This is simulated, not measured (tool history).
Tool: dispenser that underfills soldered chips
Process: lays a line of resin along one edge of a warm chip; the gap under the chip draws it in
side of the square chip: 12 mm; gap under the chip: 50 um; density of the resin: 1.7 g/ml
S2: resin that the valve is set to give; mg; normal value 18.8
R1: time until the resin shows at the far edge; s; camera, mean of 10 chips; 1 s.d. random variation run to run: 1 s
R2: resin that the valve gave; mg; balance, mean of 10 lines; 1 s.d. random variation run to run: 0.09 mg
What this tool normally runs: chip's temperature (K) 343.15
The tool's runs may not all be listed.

run 1 day=0.000 | chip's_temperature_(K)=343.15 S2=18.8 | R1=119.6 R2=17.36
-- day=0.067 new syringe of resin
run 2 day=0.312 | chip's_temperature_(K)=343.15 S2=18.8 | R1=114.6 R2=17.34
-- day=0.429 new syringe of resin
run 3 day=0.588 | chip's_temperature_(K)=343.15 S2=18.8 | R1=106.5 R2=17.25
-- day=0.788 new syringe of resin
run 4 day=0.812 | chip's_temperature_(K)=343.15 S2=18.8 | R1=93.8 R2=17.18
run 5 day=0.958 | chip's_temperature_(K)=343.15 S2=18.8 | R1=105.9 R2=17.26
-- day=1.142 new syringe of resin
run 6 day=1.312 | chip's_temperature_(K)=343.15 S2=18.8 | R1=109.6 R2=17.15
-- day=1.496 new syringe of resin
run 7 day=1.550 | chip's_temperature_(K)=343.15 S2=18.8 | R1=97.2 R2=16.98
run 8 day=1.821 | chip's_temperature_(K)=343.15 S2=18.8 | R1=121.4 R2=16.93
-- day=1.850 new syringe of resin
run 9 day=2.079 | chip's_temperature_(K)=343.15 S2=18.8 | R1=116.1 R2=16.74
-- day=2.221 new syringe of resin
run 10 day=2.325 | chip's_temperature_(K)=343.15 S2=18.8 | R1=101.3 R2=16.82
-- day=2.583 dispensing valve cleaned and set on the balance
-- day=2.629 new syringe of resin
run 11 day=2.700 | chip's_temperature_(K)=343.15 S2=18.8 | R1=94.3 R2=18.56
run 12 day=2.942 | chip's_temperature_(K)=336.15 S2=19.3 | R1=171.6 R2=19.05
-- day=2.992 new syringe of resin
run 13 day=3.212 | chip's_temperature_(K)=336.15 S2=19.3 | R1=157.2 R2=19.17

Run 14 is up next; what results do you expect?
-- day=3.371 new syringe of resin
run 14 day=3.583 | chip's_temperature_(K)=336.15 S2=19.3 | R1=? R2=?

R1: 158.3 s
R2: 18.96 mg
Had the tool carried no hidden state, the very same run would have given R1 142.3 s, R2 19.29 mg.
